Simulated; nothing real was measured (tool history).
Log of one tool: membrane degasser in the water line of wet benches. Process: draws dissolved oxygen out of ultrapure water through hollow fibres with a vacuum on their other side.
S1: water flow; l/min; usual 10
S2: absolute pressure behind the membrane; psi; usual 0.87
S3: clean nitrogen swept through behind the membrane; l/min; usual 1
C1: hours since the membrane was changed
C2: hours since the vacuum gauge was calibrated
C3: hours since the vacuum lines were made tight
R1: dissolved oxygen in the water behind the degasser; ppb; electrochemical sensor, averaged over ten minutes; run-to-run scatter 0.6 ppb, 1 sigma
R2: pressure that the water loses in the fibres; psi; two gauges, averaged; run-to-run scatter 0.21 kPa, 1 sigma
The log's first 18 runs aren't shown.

run,hour,S1,S2,S3,C1,C2,C3,R1,R2
19,1370.4,9,1.256,1.27,2793,426,3479,98.7,8.789
20,1457.2,9,1.256,1.27,2880,513,3566,97.2,8.776
21,1551.2,9,0.915,0.8,2974,607,3660,88.1,8.737
22,1630.9,9,0.915,0.8,3054,687,3740,85.9,8.781
23,1678.3,9,0.915,0.8,3101,734,3787,86.5,8.739
24,1731,7,0.87,1,3154,787,3840,48.1,6.823
25,1809.8,7,0.87,1,3233,866,3918,48.3,6.776
26,1903.2,7,0.87,1,3326,959,4012,48.3,6.801
27,1972.3,12,2.042,0.71,3395,1028,4081,421.5,11.713
28,2065,13,0.87,1.19,3488,1121,4174,103.3,12.666
29,2118.1,8,0.87,0.9,3541,1174,4227,61.9,7.757

What does the tool deliver on the next run?
30,2187.8,8,0.87,1,3611,1244,4296,?,?

{"run 30": {"R1": 56, "R2": 7.786}}
If the tool had no hidden condition, the same run with the same run-to-run variation would have returned R1 55.9 ppb, R2 7.784 psi.

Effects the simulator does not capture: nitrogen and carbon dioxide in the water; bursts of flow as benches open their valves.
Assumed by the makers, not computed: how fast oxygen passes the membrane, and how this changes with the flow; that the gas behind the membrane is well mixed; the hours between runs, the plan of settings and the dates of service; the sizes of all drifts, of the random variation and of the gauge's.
